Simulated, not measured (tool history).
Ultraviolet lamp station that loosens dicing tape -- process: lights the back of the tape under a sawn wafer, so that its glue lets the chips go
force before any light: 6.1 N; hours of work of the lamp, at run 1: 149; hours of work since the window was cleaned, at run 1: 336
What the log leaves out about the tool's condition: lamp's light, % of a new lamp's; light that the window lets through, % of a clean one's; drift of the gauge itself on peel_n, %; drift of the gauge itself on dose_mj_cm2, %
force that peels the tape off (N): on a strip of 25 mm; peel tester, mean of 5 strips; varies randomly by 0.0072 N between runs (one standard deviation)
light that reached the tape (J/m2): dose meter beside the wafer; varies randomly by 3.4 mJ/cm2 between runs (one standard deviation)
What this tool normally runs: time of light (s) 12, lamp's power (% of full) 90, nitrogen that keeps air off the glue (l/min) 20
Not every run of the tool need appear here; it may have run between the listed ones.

run	hour	time of light (s)	lamp's power (% of full)	nitrogen that keeps air off the glue (l/min)	hours of work of the lamp	hours of work since the window was cleaned	force that peels the tape off (N)	light that reached the tape (J/m2)
1	0	12	90	20	149	336	0.411	4340
2	7.5	12	90	29	153	340	0.304	4380
3	12.5	12	90	34	156	343	0.292	4380
4	17.1	12	90	21	159	346	0.397	4300
# hour 24.3: window cleaned of glue's vapour
5	27	12	90	21	164	2	0.548	3710
6	32.2	13	90	20	167	5	0.474	4060
7	42.6	13	90	20	173	11	0.464	4010
# hour 45.9: window cleaned of glue's vapour, once more
8	49.2	13	90	20	177	2	0.236	5520
9	57.5	12	90	20	182	7	0.297	5060
10	67	12	90	20	188	12	0.304	5120
11	75.9	12	90	20	193	18	0.288	5070
12	80.7	12	90	20	196	20	0.3	5060
13	88.5	12	90	6	200	25	0.706	5020
14	93.9	12	90	6	203	28	0.69	5020
15	103.7	12	90	6	209	34	0.688	5000
16	109.1	12	90	6	212	37	0.731	4990
17	114.5	9	90	6	216	40	1.171	3740
18	124	12	90	20	221	46	0.308	5010
19	132.9	12	90	20	226	51	0.312	4900
20	140	12	90	15	231	55	0.377	4840
21	146.4	12	90	20	234	59	0.322	4840
22	154.6	12	90	20	239	64	0.311	4870
23	159.3	12	90	20	242	67	0.316	4860
24	164.4	12	90	20	245	70	0.323	4870
25	169.9	12	61	20	248	73	0.705	3320
26	175.4	17	78	9	251	76	0.361	5910
27	182.1	17	78	9	255	80	0.377	5960
28	188.6	17	78	9	259	84	0.365	5900
29	193.3	17	78	9	262	87	0.393	5930
30	201	17	78	9	266	91	0.378	5850
31	208.5	7	98	9	271	96	1.303	3010
32	215.5	11	90	10	275	100	0.661	4330
33	224.5	14	90	10	280	105	0.4	5510
34	231.3	11	66	10	284	109	1.164	3150
35	239.9	14	64	10	289	114	0.816	3910
36	248.8	14	64	10	295	119	0.795	3920
37	257.9	14	64	18	300	125	0.556	3850
38	262.7	7	95	9	303	128	1.412	2870
39	270.2	6	65	25	307	132	1.862	1660
40	280.6	6	65	25	313	138	1.866	1660
41	288.7	6	99	39	318	143	0.824	2530
42	298.1	12	68	20	324	148	0.636	3440
43	302.8	23	93	20	326	151	0.14	9030

Take each entry between the runs: how does the hidden state at the last listed run before it differ from the hidden state at the first listed run after it?
In the gap between runs 4 and 5: window cleaned of glue's vapour (hour 24.3)
  lamp's light, % of a new lamp's: 95.5 -> 95.3; light that the window lets through, % of a clean one's: 83.8 -> 72.8
  what was measured, less what the result would be without the hidden state, force that peels the tape off (N): +0.145 -> +0.289; light that reached the tape (J/m2): -1070 -> -1640
In the gap between runs 7 and 8: window cleaned of glue's vapour, once more (hour 45.9)
  lamp's light, % of a new lamp's: 95.1 -> 95; light that the window lets through, % of a clean one's: 72.4 -> 99.8
  what was measured, less what the result would be without the hidden state, force that peels the tape off (N): +0.251 -> +0.025; light that reached the tape (J/m2): -1820 -> -300

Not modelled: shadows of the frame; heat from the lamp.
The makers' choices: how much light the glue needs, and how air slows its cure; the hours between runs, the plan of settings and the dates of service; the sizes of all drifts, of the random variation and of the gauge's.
